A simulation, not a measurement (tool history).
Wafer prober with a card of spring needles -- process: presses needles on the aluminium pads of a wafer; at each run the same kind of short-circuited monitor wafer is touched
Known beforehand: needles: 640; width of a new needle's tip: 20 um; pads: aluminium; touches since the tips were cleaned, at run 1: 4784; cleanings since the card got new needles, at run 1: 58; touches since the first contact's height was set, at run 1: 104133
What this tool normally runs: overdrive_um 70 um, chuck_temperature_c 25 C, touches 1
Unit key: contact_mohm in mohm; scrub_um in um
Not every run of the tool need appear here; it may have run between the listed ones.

run   hour  overdrive_um  chuck_temperature_c  touches  touches since the tips were cleaned  cleanings since the card got new needles  touches since the first contact's height was set  contact_mohm  scrub_um
  1    0.0            70                   25        1                                 4784                                        58                                            104133           479     9.824
       7.9  -- tips cleaned on abrasive film
      24.7  -- tips cleaned on abrasive film
      42.7  -- tips cleaned on abrasive film
  2   43.9            70                   25        1                                  663                                        61                                            128634           319     9.766
      61.1  -- tips cleaned on abrasive film
      76.8  -- height of the first contact set anew
      80.4  -- tips cleaned on abrasive film
      83.2  -- tips cleaned on abrasive film, once more
  3   84.7            70                  122        1                                  853                                        64                                              4332           332     9.892
     100.9  -- tips cleaned on abrasive film
  4  104.4            70                  122        1                                 2000                                        65                                             15365           411     9.900
     118.3  -- tips cleaned on abrasive film
  5  123.4            70                  122        2                                 2906                                        66                                             26000           362     9.883
     135.8  -- tips cleaned on abrasive film
     153.1  -- tips cleaned on abrasive film
  6  162.7            84                   25        1                                 5389                                        68                                             47968           418    11.846
     172.3  -- tips cleaned on abrasive film
     189.8  -- tips cleaned on abrasive film
  7  193.1            70                   34        1                                 1850                                        70                                             64965           404     9.838
     207.7  -- tips cleaned on abrasive film
     224.8  -- tips cleaned on abrasive film
  8  231.6            70                   85        1                                 3785                                        72                                             86476           468     9.819
     242.6  -- tips cleaned on abrasive film
     260.2  -- tips cleaned on abrasive film
  9  263.9            70                   85        1                                 2080                                        74                                            104536           425     9.796
     276.8  -- tips cleaned on abrasive film
 10  291.0            70                  117        1                                 7962                                        75                                            119720           508     9.783
     293.4  -- tips cleaned on abrasive film
     310.0  -- tips cleaned on abrasive film
 11  315.0            70                  117        1                                 2831                                        77                                            133115           452     9.759
     328.7  -- tips cleaned on abrasive film
     342.6  -- height of the first contact set anew
     345.2  -- tips cleaned on abrasive film
 12  345.2            70                  117        1                                    0                                        79                                              1427           247     9.908
     363.7  -- tips cleaned on abrasive film
 13  377.9            70                  117        1                                 7977                                        80                                             19727           505     9.923
     381.3  -- tips cleaned on abrasive film
     398.6  -- tips cleaned on abrasive film
 14  408.7            70                   25        1                                 5670                                        82                                             36947           525     9.890
     415.1  -- tips cleaned on abrasive film
     431.1  -- tips cleaned on abrasive film
     448.7  -- tips cleaned on abrasive film
 15  451.5            70                   78        1                                 1621                                        85                                             60878           375     9.853
     465.3  -- tips cleaned on abrasive film
 16  480.7            72                   25        1                                 8645                                        86                                             77205           519    10.135
     482.6  -- tips cleaned on abrasive film
     501.1  -- tips cleaned on abrasive film
 17  506.5            55                   25        2                                 3031                                        88                                             91635           453     7.703
     520.2  -- tips cleaned on abrasive film
 18  528.2            55                   25        2                                 4493                                        89                                            103791           494     7.679
     538.6  -- tips cleaned on abrasive film
 19  553.7            78                   25        2                                 8495                                        90                                            118075           373    10.925
     557.5  -- tips cleaned on abrasive film
     574.6  -- tips cleaned on abrasive film
 20  579.4            78                   25        2                                 2733                                        92                                            132411           345    10.904
     591.4  -- tips cleaned on abrasive film
     607.0  -- height of the first contact set anew
     611.0  -- tips cleaned on abrasive film
 21  617.0            78                   62        2                                 3392                                        94                                              5582           351    11.047
     626.9  -- tips cleaned on abrasive film
     643.9  -- tips cleaned on abrasive film
 22  651.8            78                   62        1                                 4497                                        96                                             25065           456    11.045
     660.6  -- tips cleaned on abrasive film
     678.8  -- tips cleaned on abrasive film
 23  682.8            79                   90        1                                 2259                                        98                                             42368           408    11.148
     695.4  -- tips cleaned on abrasive film
     712.6  -- tips cleaned on abrasive film
 24  719.2            79                   90        1                                 3741                                       100                                             62750           428    11.150
     731.2  -- tips cleaned on abrasive film
     747.2  -- tips cleaned on abrasive film
 25  761.1            79                   90        1                                 7809                                       102                                             86152           476    11.119
     763.4  -- tips cleaned on abrasive film
     779.7  -- tips cleaned on abrasive film
 26  795.3            70                   25        1                                 8786                                       104                                            105313           553     9.816
     798.5  -- tips cleaned on abrasive film
     815.8  -- tips cleaned on abrasive film
     833.0  -- tips cleaned on abrasive film
 27  839.4            80                   72        2                                 3593                                       107                                            129941           347    11.203
     850.1  -- tips cleaned on abrasive film
     867.9  -- tips cleaned on abrasive film
     870.8  -- height of the first contact set anew
 28  871.0            51                  101        1                                 1600                                       109                                               105           529     7.242
     886.8  -- tips cleaned on abrasive film
     903.1  -- tips cleaned on abrasive film
 29  914.0            78                   59        3                                 6138                                       111                                             24160           309    11.053

Branching from run 29: 4 alternative next runs. What would each branch give?
     921.5  -- tips cleaned on abrasive film
  A  933.4            78                   36        3                                 6671                                       112                                             34997             ?         ?
     921.5  -- tips cleaned on abrasive film
  B  933.4            86                   73        1                                 6671                                       112                                             34997             ?         ?
     921.5  -- tips cleaned on abrasive film
  C  933.4            78                   34        3                                 6671                                       112                                             34997             ?         ?
     921.5  -- tips cleaned on abrasive film
  D  933.4            70                   40        1                                 6671                                       112                                             34997             ?         ?

run  contact_mohm  scrub_um
  A           310    11.024
  B           429    12.163
  C           310    11.050
  D           539     9.891
Stripped of hidden state, with their random variation kept, the same runs would have yielded:
run  contact_mohm  scrub_um
  A           213    11.055
  B           219    12.194
  C           213    11.081
  D           215     9.922
